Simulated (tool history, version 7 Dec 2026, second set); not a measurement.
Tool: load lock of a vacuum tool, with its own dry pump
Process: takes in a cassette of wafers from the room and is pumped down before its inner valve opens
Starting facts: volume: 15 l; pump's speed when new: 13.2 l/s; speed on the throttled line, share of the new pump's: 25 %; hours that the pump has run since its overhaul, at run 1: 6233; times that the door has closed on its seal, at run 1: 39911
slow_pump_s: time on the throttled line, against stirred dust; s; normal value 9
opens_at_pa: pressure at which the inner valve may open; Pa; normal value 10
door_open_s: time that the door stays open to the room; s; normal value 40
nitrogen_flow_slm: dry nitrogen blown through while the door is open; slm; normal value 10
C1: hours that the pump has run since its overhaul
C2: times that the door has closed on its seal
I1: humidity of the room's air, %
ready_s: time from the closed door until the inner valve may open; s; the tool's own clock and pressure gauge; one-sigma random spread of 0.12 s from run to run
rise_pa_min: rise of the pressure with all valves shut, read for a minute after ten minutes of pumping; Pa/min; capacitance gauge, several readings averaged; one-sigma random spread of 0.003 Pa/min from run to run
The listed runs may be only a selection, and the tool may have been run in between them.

Run 1, day 0.000: usual settings; C1 6233; C2 39911; I1 43.5. Result: ready_s 17.8 s, rise_pa_min 0.635 Pa/min.
Run 2, day 15.996: usual settings but door_open_s 81 s; C1 6617; C2 41179; I1 42.5. Result: ready_s 17.9 s, rise_pa_min 0.684 Pa/min.
At day 28.604: door's seal changed, seat wiped.
Run 3, day 29.812: usual settings; C1 6947; C2 96; I1 43.5. Result: ready_s 17.8 s, rise_pa_min 0.040 Pa/min.
Run 4, day 46.262: usual settings; C1 7342; C2 1400; I1 42.8. Result: ready_s 17.7 s, rise_pa_min 0.046 Pa/min.
Run 5, day 57.417: usual settings; C1 7610; C2 2284; I1 46.0. Result: ready_s 18.0 s, rise_pa_min 0.053 Pa/min.
Run 6, day 73.242: usual settings; C1 7989; C2 3539; I1 45.3. Result: ready_s 17.9 s, rise_pa_min 0.064 Pa/min.
Run 7, day 82.125: usual settings; C1 8203; C2 4243; I1 47.0. Result: ready_s 17.9 s, rise_pa_min 0.064 Pa/min.
Run 8, day 93.625: usual settings; C1 8479; C2 5154; I1 45.1. Result: ready_s 18.0 s, rise_pa_min 0.068 Pa/min.
Run 9, day 103.717: usual settings but slow_pump_s 10 s; C1 8721; C2 5954; I1 43.8. Result: ready_s 18.8 s, rise_pa_min 0.078 Pa/min.
Run 10, day 119.429: usual settings but nitrogen_flow_slm 23 slm; C1 9098; C2 7200; I1 44.2. Result: ready_s 18.2 s, rise_pa_min 0.082 Pa/min.
Run 11, day 136.079: usual settings but nitrogen_flow_slm 23 slm; C1 9498; C2 8519; I1 44.4. Result: ready_s 18.1 s, rise_pa_min 0.084 Pa/min.
Run 12, day 144.288: usual settings but nitrogen_flow_slm 23 slm; C1 9694; C2 9170; I1 46.8. Result: ready_s 18.0 s, rise_pa_min 0.096 Pa/min.
Run 13, day 157.554: usual settings but nitrogen_flow_slm 23 slm; C1 10013; C2 10222; I1 47.2. Result: ready_s 18.2 s, rise_pa_min 0.107 Pa/min.
Run 14, day 168.162: usual settings but slow_pump_s 4 s; C1 10268; C2 11062; I1 44.2. Result: ready_s 14.6 s, rise_pa_min 0.110 Pa/min.
Run 15, day 181.092: usual settings but slow_pump_s 4 s; C1 10578; C2 12087; I1 42.6. Result: ready_s 14.3 s, rise_pa_min 0.120 Pa/min.
Run 16, day 195.146: usual settings but opens_at_pa 19 Pa, door_open_s 71 s, nitrogen_flow_slm 38 slm; C1 10915; C2 13201; I1 47.1. Result: ready_s 17.2 s, rise_pa_min 0.130 Pa/min.
Run 17, day 210.817: usual settings but slow_pump_s 17 s, opens_at_pa 19 Pa, door_open_s 71 s, nitrogen_flow_slm 38 slm; C1 11291; C2 14443; I1 43.8. Result: ready_s 23.1 s, rise_pa_min 0.138 Pa/min.
Run 18, day 218.538: usual settings but opens_at_pa 8 Pa, door_open_s 214 s; C1 11477; C2 15055; I1 43.2. Result: ready_s 18.3 s, rise_pa_min 0.175 Pa/min.
Run 19, day 226.758: usual settings but opens_at_pa 7 Pa, door_open_s 39 s; C1 11674; C2 15707; I1 46.8. Result: ready_s 18.7 s, rise_pa_min 0.170 Pa/min.
Run 20, day 236.408: usual settings but slow_pump_s 4 s, opens_at_pa 14 Pa, door_open_s 227 s, nitrogen_flow_slm 14 slm; C1 11905; C2 16472; I1 48.6. Result: ready_s 14.2 s, rise_pa_min 0.198 Pa/min.
Run 21, day 248.912: usual settings but slow_pump_s 5 s, opens_at_pa 8 Pa, door_open_s 87 s, nitrogen_flow_slm 8 slm; C1 12205; C2 17463; I1 46.7. Result: ready_s 15.6 s, rise_pa_min 0.190 Pa/min.
Run 22, day 263.167: usual settings but slow_pump_s 5 s, opens_at_pa 8 Pa, door_open_s 87 s, nitrogen_flow_slm 8 slm; C1 12548; C2 18592; I1 45.2. Result: ready_s 15.6 s, rise_pa_min 0.210 Pa/min.
Run 23, day 280.833: usual settings but opens_at_pa 17 Pa, door_open_s 60 s; C1 12972; C2 19993; I1 41.5. Result: ready_s 17.7 s, rise_pa_min 0.216 Pa/min.
Run 24, day 289.017: usual settings but opens_at_pa 17 Pa, door_open_s 77 s; C1 13168; C2 20641; I1 40.3. Result: ready_s 17.7 s, rise_pa_min 0.231 Pa/min.
Run 25, day 307.038: usual settings but slow_pump_s 14 s; C1 13601; C2 22070; I1 43.1. Result: ready_s 22.0 s, rise_pa_min 0.240 Pa/min.
Run 26, day 321.096: usual settings but slow_pump_s 8 s, opens_at_pa 15 Pa, door_open_s 29 s; C1 13938; C2 23184; I1 43.3. Result: ready_s 17.3 s, rise_pa_min 0.265 Pa/min.
Run 27, day 331.646: usual settings but slow_pump_s 8 s, opens_at_pa 15 Pa, door_open_s 69 s; C1 14191; C2 24020; I1 45.0. Result: ready_s 17.2 s, rise_pa_min 0.280 Pa/min.
Run 28, day 343.733: usual settings but slow_pump_s 8 s, opens_at_pa 15 Pa, door_open_s 69 s; C1 14481; C2 24978; I1 46.0. Result: ready_s 17.0 s, rise_pa_min 0.302 Pa/min.
Run 29, day 353.638: usual settings but opens_at_pa 12 Pa, nitrogen_flow_slm 8 slm; C1 14719; C2 25763; I1 47.1. Result: ready_s 18.2 s, rise_pa_min 0.307 Pa/min.

Selected run-to-run steps in ready_s, each split into two signed amounts: the part the tool would show with no hidden state at all (from settings, incoming material and random variation), and the remainder, which goes to the hidden state together with any gauge scatter not common to the measured and the hidden-state-free results:
The hidden state here: pump's speed, % of a new pump's; leak at the door's seal, Pa l/s; drift of the gauge itself on ready_s, %; drift of the gauge itself on rise_pa_min, %.
Run 16 -> 17: slow_pump_s 9 -> 17. ready_s +5.9 s: hidden state -0.1, all else +6.0.
Run 17 -> 18: slow_pump_s 17 -> 9, opens_at_pa 19 -> 8, door_open_s 71 -> 214, nitrogen_flow_slm 38 -> 10. ready_s -4.8 s: hidden state +0.3, all else -5.1.
Run 22 -> 23: slow_pump_s 5 -> 9, opens_at_pa 8 -> 17, door_open_s 87 -> 60, nitrogen_flow_slm 8 -> 10. ready_s +2.1 s: hidden state -0.3, all else +2.4.
